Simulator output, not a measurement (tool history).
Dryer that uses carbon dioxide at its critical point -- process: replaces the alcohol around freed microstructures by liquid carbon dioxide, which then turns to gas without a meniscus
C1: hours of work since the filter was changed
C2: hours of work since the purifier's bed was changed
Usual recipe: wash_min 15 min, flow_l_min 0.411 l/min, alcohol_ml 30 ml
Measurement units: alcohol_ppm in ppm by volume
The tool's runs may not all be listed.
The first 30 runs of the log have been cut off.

run 31 day=12.738 | wash_min=15 flow_l_min=0.612 alcohol_ml=56 | C1=140 C2=286 | alcohol_ppm=81
run 32 day=13.192 | wash_min=15 flow_l_min=0.411 alcohol_ml=52 | C1=147 C2=292 | alcohol_ppm=420
run 33 day=13.546 | wash_min=15 flow_l_min=0.411 alcohol_ml=52 | C1=151 C2=297 | alcohol_ppm=412
run 34 day=13.879 | wash_min=15 flow_l_min=0.365 alcohol_ml=22 | C1=156 C2=302 | alcohol_ppm=332
run 35 day=14.221 | wash_min=15 flow_l_min=0.365 alcohol_ml=22 | C1=160 C2=306 | alcohol_ppm=330
run 36 day=14.642 | wash_min=15 flow_l_min=0.432 alcohol_ml=32 | C1=166 C2=312 | alcohol_ppm=232
run 37 day=14.983 | wash_min=15 flow_l_min=0.432 alcohol_ml=32 | C1=171 C2=317 | alcohol_ppm=235
run 38 day=15.392 | wash_min=15 flow_l_min=0.364 alcohol_ml=98 | C1=176 C2=322 | alcohol_ppm=1363
run 39 day=15.879 | wash_min=15 flow_l_min=0.427 alcohol_ml=48 | C1=183 C2=329 | alcohol_ppm=361
run 40 day=16.442 | wash_min=16 flow_l_min=0.346 alcohol_ml=89 | C1=191 C2=336 | alcohol_ppm=1239
run 41 day=16.896 | wash_min=16 flow_l_min=0.346 alcohol_ml=89 | C1=197 C2=343 | alcohol_ppm=1221
run 42 day=17.242 | wash_min=16 flow_l_min=0.346 alcohol_ml=89 | C1=202 C2=347 | alcohol_ppm=1251
run 43 day=17.779 | wash_min=13 flow_l_min=0.346 alcohol_ml=89 | C1=209 C2=355 | alcohol_ppm=2774
run 44 day=18.188 | wash_min=13 flow_l_min=0.346 alcohol_ml=89 | C1=214 C2=360 | alcohol_ppm=2885
run 45 day=18.692 | wash_min=19 flow_l_min=0.658 alcohol_ml=107 | C1=221 C2=367 | alcohol_ppm=82
run 46 day=18.95 | wash_min=14 flow_l_min=0.411 alcohol_ml=96 | C1=225 C2=370 | alcohol_ppm=1173
run 47 day=19.304 | wash_min=11 flow_l_min=0.411 alcohol_ml=96 | C1=230 C2=375 | alcohol_ppm=3052

4 ways to go on from here, each from the tool as it stands after run 47. What would each give?
run A day=19.8 | wash_min=18 flow_l_min=0.354 alcohol_ml=63 | C1=236 C2=382 | alcohol_ppm=?
run B day=19.8 | wash_min=11 flow_l_min=0.411 alcohol_ml=79 | C1=236 C2=382 | alcohol_ppm=?
run C day=19.8 | wash_min=23 flow_l_min=0.411 alcohol_ml=31 | C1=236 C2=382 | alcohol_ppm=?
run D day=19.8 | wash_min=15 flow_l_min=0.27 alcohol_ml=28 | C1=236 C2=382 | alcohol_ppm=?

run=A alcohol_ppm=551
run=B alcohol_ppm=2475
run=C alcohol_ppm=94
run=D alcohol_ppm=1349
The same runs, with their run-to-run variation unchanged, on a tool lacking any hidden condition would have given:
run=A alcohol_ppm=240
run=B alcohol_ppm=1445
run=C alcohol_ppm=12
run=D alcohol_ppm=813

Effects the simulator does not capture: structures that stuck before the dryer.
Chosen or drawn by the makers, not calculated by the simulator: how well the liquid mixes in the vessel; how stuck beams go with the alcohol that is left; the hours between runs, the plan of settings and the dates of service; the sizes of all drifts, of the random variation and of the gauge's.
